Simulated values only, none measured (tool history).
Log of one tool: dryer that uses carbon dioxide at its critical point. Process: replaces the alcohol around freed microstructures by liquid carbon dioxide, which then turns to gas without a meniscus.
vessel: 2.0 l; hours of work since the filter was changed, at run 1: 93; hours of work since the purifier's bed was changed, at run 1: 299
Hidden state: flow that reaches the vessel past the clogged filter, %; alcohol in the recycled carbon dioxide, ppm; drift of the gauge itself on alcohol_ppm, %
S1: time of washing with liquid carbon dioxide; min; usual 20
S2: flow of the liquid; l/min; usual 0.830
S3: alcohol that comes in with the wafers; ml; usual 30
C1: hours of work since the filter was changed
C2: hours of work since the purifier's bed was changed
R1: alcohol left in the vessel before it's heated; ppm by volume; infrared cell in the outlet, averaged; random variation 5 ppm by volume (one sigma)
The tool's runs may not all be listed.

run,hour,S1,S2,S3,C1,C2,R1
1,0.0,20,0.830,30,93,299,127
2,14.0,20,0.830,30,99,305,131
3,28.1,20,0.830,30,105,311,133
4,41.1,20,0.830,30,110,317,137
5,52.2,20,0.830,30,115,321,133
6,63.2,20,0.648,30,120,326,238
7,74.9,20,0.830,30,125,331,147
8,89.5,20,0.830,30,131,338,148
9,105.6,20,0.830,30,138,344,144
10,122.4,20,0.994,30,145,352,119
11,132.1,20,0.830,30,150,356,149
12,142.5,20,0.830,30,154,360,149
13,158.2,20,0.830,30,161,367,140
14,165.4,20,0.737,30,164,370,199
15,179.3,20,0.830,47,170,376,173
16,194.7,20,1.368,22,177,383,130
17,211.0,20,0.778,55,184,390,236
18,227.9,20,1.059,55,191,397,136
19,241.6,20,1.059,55,197,403,143
20,258.1,20,1.059,55,204,410,134
21,265.7,20,0.970,112,207,414,179
22,275.6,20,0.970,112,211,418,184
23,287.9,22,1.095,23,217,423,132
24,300.6,20,1.270,30,222,429,130
25,313.8,20,1.270,30,228,434,137
26,324.1,16,0.515,30,232,439,988

Some steps in R1 between neighbouring runs. How much of each would the tool show without its hidden state too (settings, what came in, random variation), and how much is left for the hidden state, with any gauge scatter that isn't in both results?
Run 16 -> 17: S2 1.368 -> 0.778, S3 22 -> 55. R1 +106 ppm by volume: hidden state +25, all else +81.
Run 25 -> 26: S1 20 -> 16, S2 1.270 -> 0.515. R1 +851 ppm by volume: hidden state +145, all else +706.

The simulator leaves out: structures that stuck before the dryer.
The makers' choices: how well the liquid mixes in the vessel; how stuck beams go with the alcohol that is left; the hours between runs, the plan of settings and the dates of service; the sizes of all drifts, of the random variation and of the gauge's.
